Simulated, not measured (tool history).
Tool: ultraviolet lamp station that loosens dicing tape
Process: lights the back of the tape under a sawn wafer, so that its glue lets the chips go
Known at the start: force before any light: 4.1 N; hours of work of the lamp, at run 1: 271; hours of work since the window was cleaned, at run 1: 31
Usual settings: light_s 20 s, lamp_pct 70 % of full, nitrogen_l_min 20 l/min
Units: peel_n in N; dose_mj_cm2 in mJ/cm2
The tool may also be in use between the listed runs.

run    day  light_s  lamp_pct  nitrogen_l_min  hours of work of the lamp  hours of work since the window was cleaned  peel_n  dose_mj_cm2
  1  0.000       20        70              20                        271                                          31   0.514          255
  2  0.212       20        70              20                        275                                          34   0.554          252
  3  0.667       20        70              20                        282                                          42   0.544          250
  4  0.979       20        70              25                        287                                          47   0.527          249
  5  1.200       20        70              23                        291                                          51   0.522          255
  6  1.583       20        70              23                        297                                          57   0.523          248
  7  1.958       20        93              20                        304                                          63   0.376          330
     2.008  -- window cleaned of glue's vapour
  8  2.292       35        93              20                        309                                           5   0.273          569
  9  2.546       35        93              20                        313                                           9   0.253          569
 10  2.925       20        70              20                        319                                          15   0.582          240
     3.133  -- window cleaned of glue's vapour, once more
 11  3.400       22        70              34                        327                                           4   0.437          268
 12  3.750       25        70              28                        333                                          10   0.390          313
 13  4.196       25        70              28                        340                                          18   0.386          306
 14  4.488       25        70              28                        345                                          22   0.393          305
 15  4.971       25        70              28                        353                                          31   0.381          305
 16  5.321       11        70              19                        359                                          36   1.285          132
 17  5.696       29        70              23                        365                                          43   0.352          348
 18  6.079       30        79              30                        372                                          49   0.283          405
 19  6.454       30        79              30                        378                                          55   0.281          404

Measured less the same run without the tool's hidden state. The same run-to-run variation is in both; the gauge's scatter may not be:
The hidden state here: lamp's light, % of a new lamp's; light that the window lets through, % of a clean one's; drift of the gauge itself on peel_n, %; drift of the gauge itself on dose_mj_cm2, %.
run  peel_n  dose_mj_cm2
  1  +0.108          -48
  2  +0.117          -49
  3  +0.120          -50
  4  +0.114          -51
  5  +0.114          -52
  6  +0.121          -53
  7  +0.070          -73
  8  +0.009         -131
  9  +0.009         -133
 10  +0.148          -58
 11  +0.091          -60
 12  +0.073          -70
 13  +0.076          -71
 14  +0.078          -73
 15  +0.079          -76
 16  +0.296          -33
 17  +0.064          -91
 18  +0.032         -108
 19  +0.032         -111
